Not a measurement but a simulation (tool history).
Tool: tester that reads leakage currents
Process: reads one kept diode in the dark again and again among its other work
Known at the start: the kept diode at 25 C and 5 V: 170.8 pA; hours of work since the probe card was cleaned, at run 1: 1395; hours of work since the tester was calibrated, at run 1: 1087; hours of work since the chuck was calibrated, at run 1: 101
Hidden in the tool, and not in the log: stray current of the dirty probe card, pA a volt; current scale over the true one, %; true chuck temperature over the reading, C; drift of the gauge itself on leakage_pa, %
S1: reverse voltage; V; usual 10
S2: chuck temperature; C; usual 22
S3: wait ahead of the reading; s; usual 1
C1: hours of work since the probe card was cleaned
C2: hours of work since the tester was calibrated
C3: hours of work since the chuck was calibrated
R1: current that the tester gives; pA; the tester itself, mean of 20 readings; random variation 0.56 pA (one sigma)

| run | hour | S1 | S2 | S3 | C1 | C2 | C3 | R1 |
|---|---|---|---|---|---|---|---|---|
| 1 | 0 | 10 | 22 | 1 | 1395 | 1087 | 101 | 201.23 |
| 2 | 32.1 | 10 | 28 | 1 | 1411 | 1104 | 118 | 297.33 |
| 3 | 72.7 | 10 | 28 | 1 | 1432 | 1124 | 138 | 299.33 |
| 4 | 105 | 10 | 28 | 1 | 1449 | 1141 | 155 | 298.26 |
| 5 | 141.8 | 10 | 28 | 1 | 1468 | 1160 | 174 | 299.97 |
| 6 | 172.5 | 10 | 22 | 5.98 | 1483 | 1176 | 190 | 199.92 |
| 7 | 221.8 | 10 | 40 | 5.98 | 1509 | 1201 | 215 | 644.17 |
| 8 | 277.5 | 16.2 | 51 | 0.99 | 1537 | 1230 | 244 | 1558.28 |
| 9 | 303.3 | 3.7 | 46 | 1 | 1551 | 1243 | 257 | 616.25 |
|  | 311.5 | probe card cleaned and baked |
| 10 | 338.2 | 3.7 | 46 | 1 | 14 | 1259 | 273 | 606.42 |
| 11 | 392.1 | 3.7 | 40 | 1 | 41 | 1287 | 301 | 414.09 |
| 12 | 417.9 | 1.9 | 44 | 1 | 55 | 1300 | 314 | 409.83 |

Forecast each of these 4 alternatives for the next run:
| A | 449.5 | 2.7 | 22 | 8.02 | 71 | 1316 | 330 | ? |
| B | 449.5 | 1.9 | 28 | 1 | 71 | 1316 | 330 | ? |
| C | 449.5 | 13.6 | 35 | 1.54 | 71 | 1316 | 330 | ? |
| D | 449.5 | 7 | 44 | 3.33 | 71 | 1316 | 330 | ? |

| run | R1 |
|---|---|
| A | 104.71 |
| B | 139.63 |
| C | 506.51 |
| D | 694.27 |
Without the tool's hidden state the same runs would have given:
| run | R1 |
|---|---|
| A | 107.21 |
| B | 143.04 |
| C | 517.72 |
| D | 710.25 |

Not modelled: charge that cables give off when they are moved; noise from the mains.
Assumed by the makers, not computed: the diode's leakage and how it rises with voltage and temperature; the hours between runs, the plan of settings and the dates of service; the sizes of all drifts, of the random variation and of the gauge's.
